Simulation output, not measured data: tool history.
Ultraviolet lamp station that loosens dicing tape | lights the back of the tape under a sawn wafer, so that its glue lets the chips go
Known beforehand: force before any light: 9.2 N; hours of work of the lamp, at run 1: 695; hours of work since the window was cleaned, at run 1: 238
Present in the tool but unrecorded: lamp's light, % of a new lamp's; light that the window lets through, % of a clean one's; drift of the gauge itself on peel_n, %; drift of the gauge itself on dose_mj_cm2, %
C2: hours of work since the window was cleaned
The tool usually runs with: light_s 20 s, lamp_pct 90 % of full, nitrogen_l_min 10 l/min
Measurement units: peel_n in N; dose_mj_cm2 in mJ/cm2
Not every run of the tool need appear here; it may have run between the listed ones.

run 1 hour=0.0 | light_s=20 lamp_pct=90 nitrogen_l_min=10 | hours_of_work_of_the_lamp=695 C2=238 | peel_n=0.678 dose_mj_cm2=299
run 2 hour=39.1 | light_s=20 lamp_pct=90 nitrogen_l_min=10 | hours_of_work_of_the_lamp=722 C2=265 | peel_n=0.714 dose_mj_cm2=289
-- hour=46.2 lamp changed
run 3 hour=69.2 | light_s=20 lamp_pct=90 nitrogen_l_min=10 | hours_of_work_of_the_lamp=16 C2=286 | peel_n=0.463 dose_mj_cm2=370
run 4 hour=93.3 | light_s=20 lamp_pct=90 nitrogen_l_min=7 | hours_of_work_of_the_lamp=33 C2=303 | peel_n=0.600 dose_mj_cm2=362
run 5 hour=152.3 | light_s=20 lamp_pct=90 nitrogen_l_min=7 | hours_of_work_of_the_lamp=75 C2=344 | peel_n=0.634 dose_mj_cm2=354
run 6 hour=210.5 | light_s=20 lamp_pct=90 nitrogen_l_min=7 | hours_of_work_of_the_lamp=115 C2=385 | peel_n=0.659 dose_mj_cm2=354
run 7 hour=266.4 | light_s=20 lamp_pct=90 nitrogen_l_min=7 | hours_of_work_of_the_lamp=155 C2=424 | peel_n=0.703 dose_mj_cm2=339
run 8 hour=307.9 | light_s=20 lamp_pct=64 nitrogen_l_min=7 | hours_of_work_of_the_lamp=184 C2=453 | peel_n=1.353 dose_mj_cm2=242
run 9 hour=333.3 | light_s=20 lamp_pct=64 nitrogen_l_min=7 | hours_of_work_of_the_lamp=202 C2=471 | peel_n=1.406 dose_mj_cm2=232
run 10 hour=361.6 | light_s=34 lamp_pct=64 nitrogen_l_min=7 | hours_of_work_of_the_lamp=221 C2=491 | peel_n=0.509 dose_mj_cm2=397
run 11 hour=404.5 | light_s=34 lamp_pct=64 nitrogen_l_min=7 | hours_of_work_of_the_lamp=252 C2=521 | peel_n=0.555 dose_mj_cm2=389
run 12 hour=433.7 | light_s=34 lamp_pct=64 nitrogen_l_min=7 | hours_of_work_of_the_lamp=272 C2=542 | peel_n=0.559 dose_mj_cm2=386
run 13 hour=488.1 | light_s=34 lamp_pct=64 nitrogen_l_min=7 | hours_of_work_of_the_lamp=310 C2=580 | peel_n=0.574 dose_mj_cm2=370
-- hour=522.5 window cleaned of glue's vapour
run 14 hour=528.4 | light_s=34 lamp_pct=64 nitrogen_l_min=7 | hours_of_work_of_the_lamp=338 C2=4 | peel_n=0.456 dose_mj_cm2=431
run 15 hour=583.9 | light_s=34 lamp_pct=68 nitrogen_l_min=7 | hours_of_work_of_the_lamp=377 C2=43 | peel_n=0.433 dose_mj_cm2=443
run 16 hour=608.4 | light_s=25 lamp_pct=75 nitrogen_l_min=5 | hours_of_work_of_the_lamp=394 C2=60 | peel_n=0.824 dose_mj_cm2=355
run 17 hour=634.2 | light_s=25 lamp_pct=75 nitrogen_l_min=5 | hours_of_work_of_the_lamp=413 C2=78 | peel_n=0.853 dose_mj_cm2=355
run 18 hour=689.2 | light_s=32 lamp_pct=97 nitrogen_l_min=16 | hours_of_work_of_the_lamp=451 C2=117 | peel_n=0.243 dose_mj_cm2=575
run 19 hour=720.9 | light_s=24 lamp_pct=92 nitrogen_l_min=11 | hours_of_work_of_the_lamp=473 C2=139 | peel_n=0.369 dose_mj_cm2=398
run 20 hour=757.8 | light_s=24 lamp_pct=92 nitrogen_l_min=11 | hours_of_work_of_the_lamp=499 C2=165 | peel_n=0.385 dose_mj_cm2=392
run 21 hour=812.8 | light_s=24 lamp_pct=70 nitrogen_l_min=5 | hours_of_work_of_the_lamp=538 C2=204 | peel_n=1.254 dose_mj_cm2=294
run 22 hour=847.9 | light_s=20 lamp_pct=82 nitrogen_l_min=6 | hours_of_work_of_the_lamp=563 C2=229 | peel_n=1.153 dose_mj_cm2=277
run 23 hour=876.1 | light_s=20 lamp_pct=81 nitrogen_l_min=13 | hours_of_work_of_the_lamp=582 C2=248 | peel_n=0.685 dose_mj_cm2=273
run 24 hour=902.1 | light_s=20 lamp_pct=65 nitrogen_l_min=4 | hours_of_work_of_the_lamp=601 C2=267 | peel_n=2.256 dose_mj_cm2=221
run 25 hour=936.5 | light_s=12 lamp_pct=64 nitrogen_l_min=4 | hours_of_work_of_the_lamp=625 C2=291 | peel_n=3.891 dose_mj_cm2=126
run 26 hour=993.1 | light_s=12 lamp_pct=64 nitrogen_l_min=4 | hours_of_work_of_the_lamp=665 C2=331 | peel_n=4.213 dose_mj_cm2=125
run 27 hour=1022.7 | light_s=10 lamp_pct=68 nitrogen_l_min=7 | hours_of_work_of_the_lamp=685 C2=351 | peel_n=3.923 dose_mj_cm2=108
run 28 hour=1046.5 | light_s=30 lamp_pct=67 nitrogen_l_min=10 | hours_of_work_of_the_lamp=702 C2=368 | peel_n=0.581 dose_mj_cm2=316

Hidden state at the last listed run before each entry between runs and at the first one after, where it differs:
Between runs 2 and 3: lamp changed (hour 46.2)
  lamp's light, % of a new lamp's: 76.4 -> 98.2; light that the window lets through, % of a clean one's: 93.2 -> 92.7
  difference, measured minus the result without the unlogged condition, peel_n: +0.336 -> +0.070 N; dose_mj_cm2: -116 -> -36 mJ/cm2
Between runs 13 and 14: window cleaned of glue's vapour (hour 522.5)
  lamp's light, % of a new lamp's: 89 -> 88.1; light that the window lets through, % of a clean one's: 86 -> 99.3
  difference, measured minus the result without the unlogged condition, peel_n: +0.222 -> +0.094 N; dose_mj_cm2: -114 -> -61 mJ/cm2
